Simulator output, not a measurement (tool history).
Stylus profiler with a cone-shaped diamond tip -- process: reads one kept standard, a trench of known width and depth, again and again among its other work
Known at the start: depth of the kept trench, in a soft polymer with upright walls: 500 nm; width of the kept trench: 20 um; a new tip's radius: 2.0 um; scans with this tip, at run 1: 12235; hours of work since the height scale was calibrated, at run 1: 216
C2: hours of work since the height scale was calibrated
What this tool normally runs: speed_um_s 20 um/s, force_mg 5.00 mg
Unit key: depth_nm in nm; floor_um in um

run 1 hour=0.0 | speed_um_s=20 force_mg=5.00 | scans_with_this_tip=12235 C2=216 | depth_nm=507.53 floor_um=16.77
run 2 hour=25.1 | speed_um_s=20 force_mg=5.59 | scans_with_this_tip=12419 C2=234 | depth_nm=508.38 floor_um=16.74
run 3 hour=69.9 | speed_um_s=20 force_mg=5.59 | scans_with_this_tip=12747 C2=266 | depth_nm=508.47 floor_um=16.71
run 4 hour=107.3 | speed_um_s=20 force_mg=5.59 | scans_with_this_tip=13020 C2=293 | depth_nm=508.44 floor_um=16.76
run 5 hour=129.6 | speed_um_s=20 force_mg=5.59 | scans_with_this_tip=13184 C2=309 | depth_nm=508.41 floor_um=16.75
run 6 hour=156.8 | speed_um_s=14 force_mg=5.43 | scans_with_this_tip=13383 C2=328 | depth_nm=508.45 floor_um=16.72
run 7 hour=175.4 | speed_um_s=14 force_mg=5.43 | scans_with_this_tip=13519 C2=342 | depth_nm=508.33 floor_um=16.71
run 8 hour=194.6 | speed_um_s=12 force_mg=5.81 | scans_with_this_tip=13659 C2=356 | depth_nm=508.61 floor_um=16.73
run 9 hour=217.1 | speed_um_s=8 force_mg=2.17 | scans_with_this_tip=13824 C2=372 | depth_nm=505.05 floor_um=16.60
run 10 hour=237.4 | speed_um_s=10 force_mg=9.30 | scans_with_this_tip=13972 C2=386 | depth_nm=511.46 floor_um=16.68

Each row is a separate what-if for the run after 10, all from the same tool condition, not one after another. Results?
run A hour=259.5 | speed_um_s=9 force_mg=5.44 | scans_with_this_tip=14134 C2=402 | depth_nm=? floor_um=?
run B hour=259.5 | speed_um_s=20 force_mg=3.40 | scans_with_this_tip=14134 C2=402 | depth_nm=? floor_um=?
run C hour=259.5 | speed_um_s=7 force_mg=7.83 | scans_with_this_tip=14134 C2=402 | depth_nm=? floor_um=?
run D hour=259.5 | speed_um_s=78 force_mg=4.09 | scans_with_this_tip=14134 C2=402 | depth_nm=? floor_um=?

run=A depth_nm=508.57 floor_um=16.66
run=B depth_nm=506.27 floor_um=16.62
run=C depth_nm=510.53 floor_um=16.73
run=D depth_nm=507.05 floor_um=16.43
Without the tool's hidden state the same runs would have given:
run=A depth_nm=507.56 floor_um=17.31
run=B depth_nm=505.26 floor_um=17.27
run=C depth_nm=509.52 floor_um=17.37
run=D depth_nm=506.04 floor_um=17.08
